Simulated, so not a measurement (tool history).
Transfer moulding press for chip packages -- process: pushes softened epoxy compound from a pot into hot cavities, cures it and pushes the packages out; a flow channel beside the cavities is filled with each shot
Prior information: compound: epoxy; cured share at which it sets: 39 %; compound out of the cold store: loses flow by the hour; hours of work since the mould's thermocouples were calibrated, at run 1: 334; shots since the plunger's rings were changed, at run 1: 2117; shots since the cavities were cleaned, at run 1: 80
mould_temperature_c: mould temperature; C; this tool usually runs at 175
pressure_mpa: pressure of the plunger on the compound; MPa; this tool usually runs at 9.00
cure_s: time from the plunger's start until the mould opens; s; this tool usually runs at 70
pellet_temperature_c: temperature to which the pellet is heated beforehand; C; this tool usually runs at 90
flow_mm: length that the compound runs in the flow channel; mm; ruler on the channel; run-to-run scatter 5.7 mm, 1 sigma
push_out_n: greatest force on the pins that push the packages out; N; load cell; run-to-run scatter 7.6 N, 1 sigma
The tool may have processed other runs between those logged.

run	day	mould_temperature_c	pressure_mpa	cure_s	pellet_temperature_c	hours of work since the mould's thermocouples were calibrated	shots since the plunger's rings were changed	shots since the cavities were cleaned	incoming compound's hours out of the cold store	flow_mm	push_out_n
1	0.000	175	9.00	70	90	334	2117	80	46.2	833	336
2	1.771	175	9.00	70	90	365	2842	805	36.9	848	486
# day 2.725: cavities cleaned with cleaning compound and waxed
3	3.838	175	9.00	70	90	399	3662	455	22.2	854	468
# day 4.204: plunger's sealing rings changed
# day 5.804: cavities cleaned with cleaning compound and waxed
4	5.804	175	9.00	70	90	430	628	0	27.9	911	311
# day 6.704: mould's thermocouples calibrated
5	8.154	175	9.00	70	90	25	1556	928	22.7	904	541
# day 8.858: cavities cleaned with cleaning compound and waxed
6	10.542	175	9.00	70	90	65	2508	689	21.4	874	508
# day 11.779: cavities cleaned with cleaning compound and waxed
7	12.967	175	9.00	70	90	106	3475	487	11.2	889	503
# day 13.933: plunger's sealing rings changed
# day 14.946: cavities cleaned with cleaning compound and waxed
8	15.404	175	9.00	70	90	145	575	188	37.7	877	404
9	17.338	175	7.12	75	90	178	1367	980	17.2	812	456
# day 18.004: cavities cleaned with cleaning compound and waxed
10	18.904	176	9.00	70	90	204	1983	368	22.2	892	440
11	20.242	176	9.00	70	90	227	2530	915	30.9	857	479
# day 20.958: cavities cleaned with cleaning compound and waxed
12	22.154	183	9.00	110	92	259	3288	490	17.6	867	308
# day 23.479: plunger's sealing rings changed
# day 24.092: cavities cleaned with cleaning compound and waxed
13	24.342	183	9.00	110	92	294	327	101	12.0	930	231
14	25.758	171	9.00	71	90	318	907	681	44.2	876	615
# day 27.046: cavities cleaned with cleaning compound and waxed
15	27.375	171	9.00	71	90	345	1544	136	9.5	936	501
16	28.633	171	7.62	70	90	367	2058	650	11.8	847	687

Consider 5 possible next runs. They are alternatives, not a sequence: every one starts from the tool as it was left by run 16. What does each give?
# day 30.071: cavities cleaned with cleaning compound and waxed
A	30.071	171	7.62	70	92	390	2622	0	37.8	?	?
# day 30.071: cavities cleaned with cleaning compound and waxed
B	30.071	167	8.70	72	90	390	2622	0	43.0	?	?
# day 30.071: cavities cleaned with cleaning compound and waxed
C	30.071	175	9.00	70	99	390	2622	0	46.8	?	?
# day 30.071: cavities cleaned with cleaning compound and waxed
D	30.071	171	7.62	70	100	390	2622	0	39.4	?	?
# day 30.071: cavities cleaned with cleaning compound and waxed
E	30.071	174	9.00	70	90	390	2622	0	13.2	?	?

run	flow_mm	push_out_n
A	801	393
B	847	499
C	829	294
D	790	379
E	904	343
The same runs, with their run-to-run variation unchanged, on a tool lacking any hidden condition would have given:
run	flow_mm	push_out_n
A	843	403
B	892	511
C	872	299
D	832	388
E	951	352
